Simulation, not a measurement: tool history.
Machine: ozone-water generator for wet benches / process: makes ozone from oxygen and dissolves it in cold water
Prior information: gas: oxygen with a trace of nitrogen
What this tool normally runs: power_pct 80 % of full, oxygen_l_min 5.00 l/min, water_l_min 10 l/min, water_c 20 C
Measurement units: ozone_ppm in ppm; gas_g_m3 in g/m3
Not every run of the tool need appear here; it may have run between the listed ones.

run,day,power_pct,oxygen_l_min,water_l_min,water_c,ozone_ppm,gas_g_m3
1,0.000,80,5.00,10,20,30.7,228.1
2,2.325,80,5.00,10,20,30.6,230.0
3,4.546,80,5.00,10,20,30.1,227.2
4,7.175,55,5.00,10,20,25.1,186.7
5,9.633,55,5.00,10,20,24.8,186.2
6,12.162,55,5.00,10,20,24.7,185.2
7,13.850,55,5.00,10,20,24.9,182.9
8,16.329,55,5.00,10,20,24.8,182.9
9,18.204,55,5.00,10,20,24.4,183.5
10,19.783,51,5.00,10,20,23.8,176.2
11,22.229,80,5.00,10,20,29.3,223.1
12,25.338,80,8.02,10,20,28.0,181.4
13,28.117,80,8.02,10,20,27.8,180.5
# day 29.612: contactor cleaned
14,29.908,80,8.02,10,20,28.4,178.9
15,32.008,80,5.00,13,20,25.0,218.5
16,34.742,51,5.00,10,19,24.3,174.2
17,36.158,51,7.88,13,13,22.3,141.9
18,38.796,51,7.88,13,13,22.5,141.4
19,40.896,51,7.88,13,13,22.5,141.6
20,42.771,100,5.00,10,13,37.2,240.5
21,44.075,62,7.35,10,18,25.8,161.5
22,45.504,80,5.00,6,13,44.0,215.4
23,46.946,81,6.09,7,17,36.7,197.1
24,48.296,68,8.24,10,20,25.3,158.2
25,50.450,60,2.84,11,12,25.6,233.0

3 ways to go on from here, each from the tool as it stands after run 25. What would each give?
A,52.283,74,3.09,8,20,?,?
B,52.283,47,2.84,11,12,?,?
C,52.283,41,2.84,13,12,?,?

run,ozone_ppm,gas_g_m3
A,31.5,249.6
B,22.7,207.5
C,18.3,193.4
Had the tool no hidden state, the same runs would have come out as:
run,ozone_ppm,gas_g_m3
A,38.1,298.9
B,26.3,238.1
C,20.9,219.1
